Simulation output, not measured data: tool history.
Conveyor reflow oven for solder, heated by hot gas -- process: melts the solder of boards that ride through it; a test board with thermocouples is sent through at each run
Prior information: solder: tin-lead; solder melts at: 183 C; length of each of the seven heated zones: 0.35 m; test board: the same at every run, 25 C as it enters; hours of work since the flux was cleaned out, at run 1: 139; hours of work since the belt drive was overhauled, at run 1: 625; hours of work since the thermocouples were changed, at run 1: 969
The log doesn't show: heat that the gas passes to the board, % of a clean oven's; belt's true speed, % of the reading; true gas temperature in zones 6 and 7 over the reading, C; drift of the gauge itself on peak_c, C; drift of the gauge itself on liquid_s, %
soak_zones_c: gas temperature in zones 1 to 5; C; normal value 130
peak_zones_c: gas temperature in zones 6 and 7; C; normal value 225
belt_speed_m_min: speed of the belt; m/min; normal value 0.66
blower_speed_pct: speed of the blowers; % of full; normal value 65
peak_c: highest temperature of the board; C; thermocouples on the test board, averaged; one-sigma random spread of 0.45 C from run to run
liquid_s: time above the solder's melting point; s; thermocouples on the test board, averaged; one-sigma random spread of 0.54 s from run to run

run   hour  soak_zones_c  peak_zones_c  belt_speed_m_min  blower_speed_pct  hours of work since the flux was cleaned out  hours of work since the belt drive was overhauled  hours of work since the thermocouples were changed  peak_c  liquid_s
  1      0           130           225              0.66                65                                           139                                                625                                                 969   202.5      32.2
  2   41.5           143           225              0.66                65                                           156                                                643                                                 987   204.9      40.2
  3   90.5           130           225              0.66                65                                           177                                                664                                                1008   202.6      31.6
  4    148           130           223              0.66                65                                           202                                                688                                                1032   200.4      29.9
  5    184           130           223              0.66                65                                           217                                                704                                                1048   200.5      30.4
  6  219.7           130           223              0.66                65                                           232                                                719                                                1063   200.9      30.5
  7  272.8           130           223              0.66                65                                           255                                                742                                                1086   200.8      30.1
  8    306           130           225              0.66                65                                           269                                                756                                                1100   201.6      30.7
     317.6  -- belt drive overhauled, speed set with a stopwatch
       340  -- flux residue cleaned out of gas plates and filters
  9  349.1           130           225              0.66                65                                             4                                                 11                                                1114   202.5      31.9
 10    384           142           225              0.66                65                                            19                                                 26                                                1129   205.3      37.4
 11    418           142           225              0.66                65                                            33                                                 41                                                1144   205.2      38.2
 12  467.1           142           225              0.66                65                                            54                                                 62                                                1165   205.4      38.1
 13  520.1           142           225              0.66                65                                            77                                                 84                                                1187   204.2      37.9
     526.9  -- thermocouples of zones 6 and 7 changed
 14  567.5           137           229              0.53                67                                            96                                                104                                                  17   214.9      57.4
 15  607.4           130           225             0.551                65                                           113                                                121                                                  34   208.5      47.6
 16    644           143           239              0.66                65                                           129                                                136                                                  50   216.7      47.5
 17  689.8           139           239              0.66                57                                           148                                                156                                                  69   212.4      43.6
 18  735.6           130           239             0.545                57                                           168                                                175                                                  89   217.1      54.5
 19  776.7           117           218              0.61                60                                           185                                                193                                                 107   195.6      23.7
 20  806.8           120           221             0.646                60                                           198                                                206                                                 119   195.9      22.2
 21  867.8           120           221             0.646                60                                           224                                                232                                                 145   196.1      23.1
 22  898.6           120           221             0.646                82                                           237                                                245                                                 159   202.5      31.7

What will run 23 give?
 23  952.5           130           225              0.66                85                                           260                                                268                                                 182       ?         ?

Run 23 came out at peak_c 208 C, liquid_s 38.4 s.
Minus the tool's unlogged condition, the same run would have read peak_c 208.1 C, liquid_s 38.4 s.

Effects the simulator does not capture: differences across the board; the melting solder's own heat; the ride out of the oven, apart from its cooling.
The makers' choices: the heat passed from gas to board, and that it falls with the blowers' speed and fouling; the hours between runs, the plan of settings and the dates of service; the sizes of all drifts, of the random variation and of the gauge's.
